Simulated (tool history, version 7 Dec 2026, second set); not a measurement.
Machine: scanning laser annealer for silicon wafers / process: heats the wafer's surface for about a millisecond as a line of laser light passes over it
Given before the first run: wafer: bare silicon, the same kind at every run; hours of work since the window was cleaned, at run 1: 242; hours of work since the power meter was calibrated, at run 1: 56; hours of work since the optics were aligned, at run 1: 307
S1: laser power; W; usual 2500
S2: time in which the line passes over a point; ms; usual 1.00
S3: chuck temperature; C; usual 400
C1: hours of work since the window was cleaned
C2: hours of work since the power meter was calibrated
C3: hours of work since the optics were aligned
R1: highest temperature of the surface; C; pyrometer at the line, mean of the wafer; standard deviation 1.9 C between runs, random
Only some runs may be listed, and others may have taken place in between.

run	day	S1	S2	S3	C1	C2	C3	R1
1	0.000	2500	1.00	400	242	56	307	1147
2	0.208	2500	1.00	400	245	59	310	1146
3	0.567	2500	1.00	400	250	64	316	1146
4	0.812	2500	1.00	400	254	68	319	1145
5	1.179	2500	0.88	400	259	73	325	1096
6	1.579	2500	1.14	400	265	79	330	1211
7	1.775	2313	1.14	400	268	82	333	1126
8	1.946	2352	1.00	400	270	84	336	1089
9	2.262	2352	1.00	400	275	89	340	1086
10	2.517	2684	1.00	400	279	93	344	1219
11	2.892	2684	1.00	400	284	98	349	1215
12	3.208	2684	1.00	400	289	103	354	1217
13	3.525	2684	1.00	400	293	107	359	1217
14	3.929	2466	1.22	417	299	113	364	1236
15	4.262	2130	1.00	374	304	118	369	972
16	4.583	2253	0.76	398	309	123	374	946
17	4.975	2272	0.73	395	315	128	380	939
18	5.396	2272	0.73	395	321	134	386	936
19	5.621	2163	0.95	408	324	138	389	996
20	5.825	2163	0.95	408	327	141	392	1004
21	6.158	2163	0.95	408	332	146	397	995
22	6.342	2163	0.95	408	334	148	400	1001
23	6.642	2708	1.12	369	339	153	404	1246
24	7.038	2708	0.76	423	344	158	410	1122
25	7.275	2461	1.16	361	348	162	413	1149

Alternative continuations, all from the tool just after run 25; predict every row:
A	7.525	2461	1.19	361	352	165	417	?
B	7.525	2741	1.00	406	352	165	417	?
C	7.525	2168	0.97	430	352	165	417	?
D	7.525	2500	1.00	367	352	165	417	?

run	R1
A	1162
B	1241
C	1028
D	1100
Had the tool no hidden state, the same runs would have come out as:
run	R1
A	1206
B	1286
C	1061
D	1140
